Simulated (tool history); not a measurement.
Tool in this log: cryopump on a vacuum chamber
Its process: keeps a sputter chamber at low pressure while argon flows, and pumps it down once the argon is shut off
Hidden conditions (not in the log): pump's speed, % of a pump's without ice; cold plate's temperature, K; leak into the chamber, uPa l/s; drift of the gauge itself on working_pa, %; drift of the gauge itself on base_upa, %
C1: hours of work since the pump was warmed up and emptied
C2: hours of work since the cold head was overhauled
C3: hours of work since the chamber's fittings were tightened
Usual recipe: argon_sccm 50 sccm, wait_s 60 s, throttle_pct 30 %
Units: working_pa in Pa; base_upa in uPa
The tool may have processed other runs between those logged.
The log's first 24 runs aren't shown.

run 25 hour=323.5 | argon_sccm=49 wait_s=46 throttle_pct=17 | C1=305 C2=305 C3=25 | working_pa=0.3367 base_upa=0.79
run 26 hour=342.3 | argon_sccm=49 wait_s=204 throttle_pct=41 | C1=317 C2=317 C3=37 | working_pa=0.1418 base_upa=0.37
run 27 hour=361.5 | argon_sccm=47 wait_s=203 throttle_pct=25 | C1=329 C2=329 C3=50 | working_pa=0.2227 base_upa=0.38
run 28 hour=376.5 | argon_sccm=28 wait_s=52 throttle_pct=60 | C1=339 C2=339 C3=59 | working_pa=0.0557 base_upa=0.73
run 29 hour=392.9 | argon_sccm=37 wait_s=52 throttle_pct=39 | C1=349 C2=349 C3=70 | working_pa=0.1128 base_upa=0.73
run 30 hour=412.4 | argon_sccm=32 wait_s=87 throttle_pct=19 | C1=362 C2=362 C3=82 | working_pa=0.1986 base_upa=0.58
run 31 hour=425.1 | argon_sccm=32 wait_s=87 throttle_pct=19 | C1=370 C2=370 C3=91 | working_pa=0.1985 base_upa=0.57
run 32 hour=442.2 | argon_sccm=32 wait_s=87 throttle_pct=19 | C1=381 C2=381 C3=102 | working_pa=0.1983 base_upa=0.59
run 33 hour=458.5 | argon_sccm=32 wait_s=87 throttle_pct=19 | C1=392 C2=392 C3=112 | working_pa=0.1983 base_upa=0.57

3 ways to go on from here, each from the tool as it stands after run 33. What would each give?
run A hour=468.3 | argon_sccm=32 wait_s=87 throttle_pct=29 | C1=398 C2=398 C3=118 | working_pa=? base_upa=?
run B hour=468.3 | argon_sccm=29 wait_s=41 throttle_pct=21 | C1=398 C2=398 C3=118 | working_pa=? base_upa=?
run C hour=468.3 | argon_sccm=66 wait_s=138 throttle_pct=27 | C1=398 C2=398 C3=118 | working_pa=? base_upa=?

run=A working_pa=0.1302 base_upa=0.6
run=B working_pa=0.1623 base_upa=0.95
run=C working_pa=0.2903 base_upa=0.5
What these runs would have given with no unlogged condition in the tool:
run=A working_pa=0.1273 base_upa=0.47
run=B working_pa=0.1598 base_upa=0.81
run=C working_pa=0.2845 base_upa=0.37
